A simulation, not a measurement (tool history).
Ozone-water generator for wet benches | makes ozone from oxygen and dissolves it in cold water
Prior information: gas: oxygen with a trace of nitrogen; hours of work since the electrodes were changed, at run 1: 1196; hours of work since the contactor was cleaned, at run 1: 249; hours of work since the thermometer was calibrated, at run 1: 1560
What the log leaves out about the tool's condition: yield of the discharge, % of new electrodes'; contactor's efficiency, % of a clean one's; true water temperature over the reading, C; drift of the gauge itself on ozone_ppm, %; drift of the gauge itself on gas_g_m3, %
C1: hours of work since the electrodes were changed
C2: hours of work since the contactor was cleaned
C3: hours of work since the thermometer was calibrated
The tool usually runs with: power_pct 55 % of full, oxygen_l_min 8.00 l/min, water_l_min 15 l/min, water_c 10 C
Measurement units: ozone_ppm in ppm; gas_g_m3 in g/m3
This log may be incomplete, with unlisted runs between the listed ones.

{"run": 1, "hour": 0.0, "power_pct": 55, "oxygen_l_min": 8.0, "water_l_min": 15, "water_c": 10, "C1": 1196, "C2": 249, "C3": 1560, "ozone_ppm": 27.9, "gas_g_m3": 196.5}
{"run": 2, "hour": 23.7, "power_pct": 55, "oxygen_l_min": 8.0, "water_l_min": 13, "water_c": 10, "C1": 1213, "C2": 265, "C3": 1577, "ozone_ppm": 30.4, "gas_g_m3": 196.6}
{"run": 3, "hour": 53.0, "power_pct": 55, "oxygen_l_min": 14.05, "water_l_min": 15, "water_c": 10, "C1": 1234, "C2": 286, "C3": 1598, "ozone_ppm": 23.2, "gas_g_m3": 133.2}
{"run": 4, "hour": 73.5, "power_pct": 89, "oxygen_l_min": 14.05, "water_l_min": 15, "water_c": 10, "C1": 1248, "C2": 301, "C3": 1612, "ozone_ppm": 35.6, "gas_g_m3": 206.3}
{"run": 5, "hour": 105.5, "power_pct": 55, "oxygen_l_min": 8.0, "water_l_min": 15, "water_c": 13, "C1": 1271, "C2": 324, "C3": 1635, "ozone_ppm": 26.1, "gas_g_m3": 195.5}
{"run": 6, "hour": 133.2, "power_pct": 55, "oxygen_l_min": 8.0, "water_l_min": 15, "water_c": 13, "C1": 1291, "C2": 343, "C3": 1654, "ozone_ppm": 26.2, "gas_g_m3": 195.4}
{"run": 7, "hour": 172.2, "power_pct": 55, "oxygen_l_min": 8.0, "water_l_min": 15, "water_c": 13, "C1": 1319, "C2": 371, "C3": 1682, "ozone_ppm": 25.9, "gas_g_m3": 193.5}
{"run": 8, "hour": 198.7, "power_pct": 55, "oxygen_l_min": 8.0, "water_l_min": 15, "water_c": 13, "C1": 1337, "C2": 390, "C3": 1701, "ozone_ppm": 25.9, "gas_g_m3": 195.7}
{"run": 9, "hour": 226.5, "power_pct": 55, "oxygen_l_min": 8.0, "water_l_min": 15, "water_c": 13, "C1": 1357, "C2": 410, "C3": 1721, "ozone_ppm": 26.2, "gas_g_m3": 195.7}
{"run": 10, "hour": 246.7, "power_pct": 55, "oxygen_l_min": 8.0, "water_l_min": 15, "water_c": 13, "C1": 1372, "C2": 424, "C3": 1735, "ozone_ppm": 26.0, "gas_g_m3": 196.5}
{"run": 11, "hour": 271.0, "power_pct": 55, "oxygen_l_min": 8.0, "water_l_min": 23, "water_c": 10, "C1": 1389, "C2": 441, "C3": 1752, "ozone_ppm": 20.3, "gas_g_m3": 195.9}
{"run": 12, "hour": 289.7, "power_pct": 55, "oxygen_l_min": 8.0, "water_l_min": 15, "water_c": 10, "C1": 1402, "C2": 454, "C3": 1766, "ozone_ppm": 27.4, "gas_g_m3": 196.2}
{"run": 13, "hour": 318.3, "power_pct": 55, "oxygen_l_min": 8.0, "water_l_min": 15, "water_c": 10, "C1": 1422, "C2": 475, "C3": 1786, "ozone_ppm": 27.6, "gas_g_m3": 195.8}
{"run": 14, "hour": 335.7, "power_pct": 55, "oxygen_l_min": 8.0, "water_l_min": 15, "water_c": 10, "C1": 1435, "C2": 487, "C3": 1798, "ozone_ppm": 27.7, "gas_g_m3": 197.3}
{"run": 15, "hour": 364.8, "power_pct": 55, "oxygen_l_min": 8.0, "water_l_min": 15, "water_c": 10, "C1": 1455, "C2": 508, "C3": 1819, "ozone_ppm": 27.5, "gas_g_m3": 194.4}
{"run": 16, "hour": 384.5, "power_pct": 55, "oxygen_l_min": 4.16, "water_l_min": 15, "water_c": 10, "C1": 1470, "C2": 522, "C3": 1833, "ozone_ppm": 30.6, "gas_g_m3": 308.0}
{"run": 17, "hour": 406.3, "power_pct": 98, "oxygen_l_min": 6.97, "water_l_min": 15, "water_c": 10, "C1": 1485, "C2": 537, "C3": 1849, "ozone_ppm": 47.5, "gas_g_m3": 358.9}
{"run": 18, "hour": 431.6, "power_pct": 96, "oxygen_l_min": 8.78, "water_l_min": 15, "water_c": 8, "C1": 1503, "C2": 555, "C3": 1867, "ozone_ppm": 45.4, "gas_g_m3": 296.8}
{"run": 19, "hour": 463.9, "power_pct": 41, "oxygen_l_min": 8.78, "water_l_min": 15, "water_c": 13, "C1": 1526, "C2": 578, "C3": 1890, "ozone_ppm": 19.5, "gas_g_m3": 141.3}
{"run": 20, "hour": 497.2, "power_pct": 84, "oxygen_l_min": 5.73, "water_l_min": 10, "water_c": 9, "C1": 1550, "C2": 602, "C3": 1913, "ozone_ppm": 57.0, "gas_g_m3": 352.3}
{"run": 21, "hour": 516.7, "power_pct": 55, "oxygen_l_min": 8.0, "water_l_min": 18, "water_c": 10, "C1": 1563, "C2": 616, "C3": 1927, "ozone_ppm": 24.3, "gas_g_m3": 195.1}
{"run": 22, "hour": 549.2, "power_pct": 55, "oxygen_l_min": 8.75, "water_l_min": 15, "water_c": 13, "C1": 1587, "C2": 639, "C3": 1950, "ozone_ppm": 25.6, "gas_g_m3": 183.4}
{"run": 23, "hour": 589.9, "power_pct": 59, "oxygen_l_min": 9.89, "water_l_min": 10, "water_c": 13, "C1": 1615, "C2": 668, "C3": 1979, "ozone_ppm": 31.7, "gas_g_m3": 180.5}
{"run": 24, "hour": 615.9, "power_pct": 40, "oxygen_l_min": 8.08, "water_l_min": 15, "water_c": 13, "C1": 1634, "C2": 686, "C3": 1998, "ozone_ppm": 19.5, "gas_g_m3": 145.6}
{"run": 25, "hour": 653.4, "power_pct": 67, "oxygen_l_min": 5.84, "water_l_min": 12, "water_c": 8, "C1": 1661, "C2": 713, "C3": 2024, "ozone_ppm": 41.6, "gas_g_m3": 287.6}

What does the tool deliver on the next run?
{"run": 26, "hour": 688.5, "power_pct": 67, "oxygen_l_min": 5.84, "water_l_min": 12, "water_c": 12, "C1": 1686, "C2": 738, "C3": 2049, "ozone_ppm": "?", "gas_g_m3": "?"}

ozone_ppm: 39.2 ppm
gas_g_m3: 286.6 g/m3
With no hidden state in the tool, this same run would have given ozone_ppm 41.9 ppm, gas_g_m3 299.9 g/m3.

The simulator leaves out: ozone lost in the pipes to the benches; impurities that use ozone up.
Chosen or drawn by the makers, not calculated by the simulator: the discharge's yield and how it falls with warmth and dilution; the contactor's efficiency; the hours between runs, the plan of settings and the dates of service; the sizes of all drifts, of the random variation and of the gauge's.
